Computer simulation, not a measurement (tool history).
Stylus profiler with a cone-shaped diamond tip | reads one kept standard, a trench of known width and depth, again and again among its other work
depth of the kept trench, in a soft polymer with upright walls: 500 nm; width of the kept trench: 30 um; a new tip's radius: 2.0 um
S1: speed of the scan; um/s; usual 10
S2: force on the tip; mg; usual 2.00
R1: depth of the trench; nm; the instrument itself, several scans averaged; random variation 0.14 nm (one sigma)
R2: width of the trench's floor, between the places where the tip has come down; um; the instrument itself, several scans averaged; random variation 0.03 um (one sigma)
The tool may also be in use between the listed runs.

run 1 hour=0.0 | S1=10 S2=2.00 | R1=504.08 R2=27.23
run 2 hour=13.3 | S1=10 S2=2.00 | R1=504.13 R2=27.26
run 3 hour=30.6 | S1=35 S2=2.00 | R1=503.90 R2=27.18
run 4 hour=40.7 | S1=35 S2=2.00 | R1=503.90 R2=27.15
run 5 hour=54.0 | S1=35 S2=3.42 | R1=506.08 R2=27.22
run 6 hour=67.9 | S1=10 S2=2.00 | R1=504.01 R2=27.27
run 7 hour=84.5 | S1=10 S2=2.00 | R1=504.30 R2=27.29
run 8 hour=107.0 | S1=10 S2=2.00 | R1=504.04 R2=27.25
run 9 hour=121.1 | S1=15 S2=0.81 | R1=502.27 R2=27.24
run 10 hour=135.7 | S1=38 S2=1.98 | R1=504.28 R2=27.10
run 11 hour=147.3 | S1=27 S2=3.86 | R1=506.48 R2=27.26
run 12 hour=157.0 | S1=33 S2=3.37 | R1=505.94 R2=27.21
run 13 hour=176.5 | S1=23 S2=4.46 | R1=507.12 R2=27.29
run 14 hour=196.1 | S1=23 S2=4.46 | R1=507.33 R2=27.24

Forecast each of these 4 alternatives for the next run:
run A hour=214.7 | S1=23 S2=2.91 | R1=? R2=?
run B hour=214.7 | S1=23 S2=1.42 | R1=? R2=?
run C hour=214.7 | S1=10 S2=0.71 | R1=? R2=?
run D hour=214.7 | S1=4 S2=2.00 | R1=? R2=?

run=A R1=505.04 R2=27.23
run=B R1=503.32 R2=27.23
run=C R1=501.95 R2=27.27
run=D R1=504.02 R2=27.31
Without the tool's hidden state the same runs would have given:
run=A R1=505.04 R2=27.24
run=B R1=503.32 R2=27.24
run=C R1=501.95 R2=27.29
run=D R1=504.02 R2=27.33

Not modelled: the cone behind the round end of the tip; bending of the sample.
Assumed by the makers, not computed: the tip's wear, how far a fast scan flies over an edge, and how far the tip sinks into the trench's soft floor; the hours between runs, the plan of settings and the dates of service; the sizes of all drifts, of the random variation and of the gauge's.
